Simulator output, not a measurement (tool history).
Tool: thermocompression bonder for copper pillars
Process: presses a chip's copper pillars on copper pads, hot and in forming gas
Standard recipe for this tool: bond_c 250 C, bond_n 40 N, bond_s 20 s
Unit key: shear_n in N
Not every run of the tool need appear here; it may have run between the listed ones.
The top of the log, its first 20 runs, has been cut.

run 21 hour=153.1 | bond_c=271 bond_n=42 bond_s=19 | shear_n=63.2
run 22 hour=160.9 | bond_c=271 bond_n=42 bond_s=19 | shear_n=63.3
run 23 hour=168.6 | bond_c=271 bond_n=42 bond_s=19 | shear_n=63.4
run 24 hour=174.0 | bond_c=236 bond_n=27 bond_s=20 | shear_n=38.6
run 25 hour=181.0 | bond_c=223 bond_n=27 bond_s=20 | shear_n=32.7
run 26 hour=186.5 | bond_c=258 bond_n=27 bond_s=29 | shear_n=54.1
run 27 hour=194.8 | bond_c=256 bond_n=34 bond_s=21 | shear_n=53.2
run 28 hour=201.6 | bond_c=280 bond_n=34 bond_s=21 | shear_n=64.1
run 29 hour=206.6 | bond_c=280 bond_n=34 bond_s=12 | shear_n=54.5
run 30 hour=211.1 | bond_c=268 bond_n=40 bond_s=18 | shear_n=58.7
run 31 hour=218.9 | bond_c=268 bond_n=40 bond_s=18 | shear_n=59.3
run 32 hour=224.4 | bond_c=268 bond_n=40 bond_s=18 | shear_n=59.3
run 33 hour=231.7 | bond_c=268 bond_n=35 bond_s=10 | shear_n=46.6
run 34 hour=237.2 | bond_c=237 bond_n=40 bond_s=11 | shear_n=37.2
run 35 hour=244.7 | bond_c=268 bond_n=32 bond_s=20 | shear_n=56.0
run 36 hour=251.8 | bond_c=268 bond_n=32 bond_s=20 | shear_n=55.9
run 37 hour=258.1 | bond_c=240 bond_n=29 bond_s=50 | shear_n=56.0
run 38 hour=262.6 | bond_c=240 bond_n=29 bond_s=50 | shear_n=56.0
run 39 hour=269.2 | bond_c=240 bond_n=29 bond_s=50 | shear_n=56.1
run 40 hour=276.9 | bond_c=277 bond_n=48 bond_s=20 | shear_n=68.1

3 ways to go on from here, each from the tool as it stands after run 40. What would each give?
run A hour=285.3 | bond_c=270 bond_n=39 bond_s=20 | shear_n=?
run B hour=285.3 | bond_c=277 bond_n=40 bond_s=20 | shear_n=?
run C hour=285.3 | bond_c=250 bond_n=48 bond_s=24 | shear_n=?

run=A shear_n=60.4
run=B shear_n=63.9
run=C shear_n=58.7
Without the tool's hidden state the same runs would have given:
run=A shear_n=61.1
run=B shear_n=64.9
run=C shear_n=59.0
